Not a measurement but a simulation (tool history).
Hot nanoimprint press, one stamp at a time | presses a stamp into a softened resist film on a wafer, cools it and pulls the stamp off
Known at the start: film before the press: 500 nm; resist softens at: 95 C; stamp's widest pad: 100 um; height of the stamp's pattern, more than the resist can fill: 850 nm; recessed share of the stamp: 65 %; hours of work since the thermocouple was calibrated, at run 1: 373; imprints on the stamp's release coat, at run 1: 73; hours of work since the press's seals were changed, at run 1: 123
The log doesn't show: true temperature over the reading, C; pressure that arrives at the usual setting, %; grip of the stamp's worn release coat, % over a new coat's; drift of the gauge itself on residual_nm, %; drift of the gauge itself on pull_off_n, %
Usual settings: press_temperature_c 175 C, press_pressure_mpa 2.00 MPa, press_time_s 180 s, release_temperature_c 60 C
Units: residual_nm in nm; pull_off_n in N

run,hour,press_temperature_c,press_pressure_mpa,press_time_s,release_temperature_c,hours of work since the thermocouple was calibrated,imprints on the stamp's release coat,hours of work since the press's seals were changed,residual_nm,pull_off_n
1,0.0,175,2.00,180,60,373,73,123,281.8,239
2,5.1,175,2.00,180,60,376,94,127,281.6,241
3,13.0,175,2.00,180,60,382,126,133,281.3,243
4,20.4,175,2.00,180,60,388,157,138,281.7,237
5,27.3,175,2.00,180,60,393,185,143,281.6,246
6,35.3,175,2.00,197,60,399,218,149,273.4,239
7,45.2,175,2.00,180,56,406,258,157,284.4,248
8,50.9,175,2.00,180,48,410,282,161,284.3,267
9,55.9,175,2.00,122,53,414,302,165,319.2,256
10,65.7,175,2.00,122,53,421,342,172,317.3,261
# hour 72.6: plate thermocouple calibrated
11,76.2,175,2.00,122,53,3,373,177,318.6,257
12,81.0,170,2.00,316,64,6,393,181,277.7,231
13,90.5,170,2.00,316,64,13,431,188,279.1,227
14,96.3,166,1.98,164,60,17,455,192,379.5,239
15,101.6,166,2.00,180,53,21,477,196,371.7,260

5 ways to go on from here, each from the tool as it stands after run 15. What would each give?
A,109.2,175,1.73,180,60,27,508,202,?,?
B,109.2,170,1.41,180,60,27,508,202,?,?
C,109.2,166,1.34,114,53,27,508,202,?,?
D,109.2,175,2.00,179,60,27,508,202,?,?
E,109.2,175,1.64,176,53,27,508,202,?,?

run,residual_nm,pull_off_n
A,300.8,245
B,365.6,236
C,430.7,255
D,287.3,242
E,308.6,263
Without the tool's hidden state the same runs would have given:
run,residual_nm,pull_off_n
A,297.8,244
B,362.0,235
C,426.4,254
D,284.5,241
E,305.6,262
